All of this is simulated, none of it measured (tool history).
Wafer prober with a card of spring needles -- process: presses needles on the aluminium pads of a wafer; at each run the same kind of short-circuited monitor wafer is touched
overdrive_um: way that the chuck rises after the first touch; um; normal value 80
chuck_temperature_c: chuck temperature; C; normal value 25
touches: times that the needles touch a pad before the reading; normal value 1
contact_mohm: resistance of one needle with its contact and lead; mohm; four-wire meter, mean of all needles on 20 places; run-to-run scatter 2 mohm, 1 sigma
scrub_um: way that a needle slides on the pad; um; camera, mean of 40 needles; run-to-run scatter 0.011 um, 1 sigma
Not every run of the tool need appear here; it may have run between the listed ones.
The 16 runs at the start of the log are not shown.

run,day,overdrive_um,chuck_temperature_c,touches,touches since the tips were cleaned,cleanings since the card got new needles,touches since the first contact's height was set,contact_mohm,scrub_um
# day 9.208: tips cleaned on abrasive film
17,9.538,80,25,2,1659,7,57391,258,10.18
18,10.029,80,25,2,4111,7,59843,285,10.19
19,10.688,69,60,1,7410,7,63142,406,8.78
# day 10.742: tips cleaned on abrasive film
20,11.292,74,44,3,2768,8,66151,261,9.41
# day 11.988: height of the first contact set anew
21,12.092,73,25,1,6690,8,521,381,9.28
# day 12.271: tips cleaned on abrasive film
22,12.842,71,42,1,2859,9,4256,328,9
23,13.658,83,36,3,6951,9,8348,272,10.55
# day 13.833: tips cleaned on abrasive film
# day 13.983: height of the first contact set anew, once more
24,14.367,72,36,1,2607,10,1922,312,9.28
25,15.075,80,40,3,6143,10,5458,271,10.28
# day 15.392: tips cleaned on abrasive film
26,15.788,83,25,1,1973,11,9001,288,10.66
27,16.154,99,25,3,3805,11,10833,244,12.72
28,16.692,61,80,3,6515,11,13543,313,7.84
# day 16.938: tips cleaned on abrasive film
29,17.362,61,80,3,2128,12,16866,278,7.83
30,17.929,91,50,1,4959,12,19697,316,11.7
31,18.283,91,50,1,6734,12,21472,330,11.69
# day 18.467: tips cleaned on abrasive film
32,18.842,83,36,1,1888,13,24259,282,10.65

Expected results for the next run?
33,19.412,95,36,2,4748,13,27119,?,?

contact_mohm: 269 mohm
scrub_um: 12.19 um
Had the tool carried no hidden state, the very same run would have given contact_mohm 219 mohm, scrub_um 12.22 um.
